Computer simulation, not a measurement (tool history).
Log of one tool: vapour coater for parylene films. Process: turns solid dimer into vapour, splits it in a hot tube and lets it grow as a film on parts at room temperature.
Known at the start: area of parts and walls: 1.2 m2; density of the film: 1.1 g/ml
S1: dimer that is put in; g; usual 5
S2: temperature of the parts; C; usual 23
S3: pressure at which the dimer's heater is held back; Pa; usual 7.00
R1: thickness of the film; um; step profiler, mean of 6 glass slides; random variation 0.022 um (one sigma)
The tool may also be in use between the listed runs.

{"run": 1, "hour": 0.0, "S1": 5, "S2": 23, "S3": 7.0, "R1": 1.98}
{"run": 2, "hour": 13.5, "S1": 5, "S2": 23, "S3": 7.0, "R1": 1.95}
{"run": 3, "hour": 32.2, "S1": 5, "S2": 23, "S3": 7.0, "R1": 1.99}
{"run": 4, "hour": 40.8, "S1": 5, "S2": 23, "S3": 7.0, "R1": 1.95}
{"run": 5, "hour": 58.8, "S1": 5, "S2": 23, "S3": 10.91, "R1": 1.76}
{"run": 6, "hour": 72.5, "S1": 5, "S2": 23, "S3": 7.0, "R1": 1.92}
{"run": 7, "hour": 90.9, "S1": 3, "S2": 23, "S3": 7.0, "R1": 1.14}
{"run": 8, "hour": 103.7, "S1": 3, "S2": 23, "S3": 7.0, "R1": 1.16}
{"run": 9, "hour": 121.8, "S1": 5, "S2": 21, "S3": 7.0, "R1": 2.16}
{"run": 10, "hour": 130.8, "S1": 5, "S2": 21, "S3": 7.0, "R1": 2.14}
{"run": 11, "hour": 141.9, "S1": 5, "S2": 21, "S3": 7.0, "R1": 2.14}
{"run": 12, "hour": 152.1, "S1": 3, "S2": 30, "S3": 3.81, "R1": 0.87}
{"run": 13, "hour": 169.8, "S1": 3, "S2": 30, "S3": 3.81, "R1": 0.91}
{"run": 14, "hour": 183.2, "S1": 7, "S2": 30, "S3": 3.81, "R1": 2.14}
{"run": 15, "hour": 199.1, "S1": 7, "S2": 15, "S3": 2.67, "R1": 4.74}

The next listed run, before its measurement:
{"run": 16, "hour": 207.7, "S1": 3, "S2": 23, "S3": 4.63, "R1": "?"}

Run 16 gave R1 1.25 um.
Without the tool's hidden state the same run would have given R1 1.25 um.

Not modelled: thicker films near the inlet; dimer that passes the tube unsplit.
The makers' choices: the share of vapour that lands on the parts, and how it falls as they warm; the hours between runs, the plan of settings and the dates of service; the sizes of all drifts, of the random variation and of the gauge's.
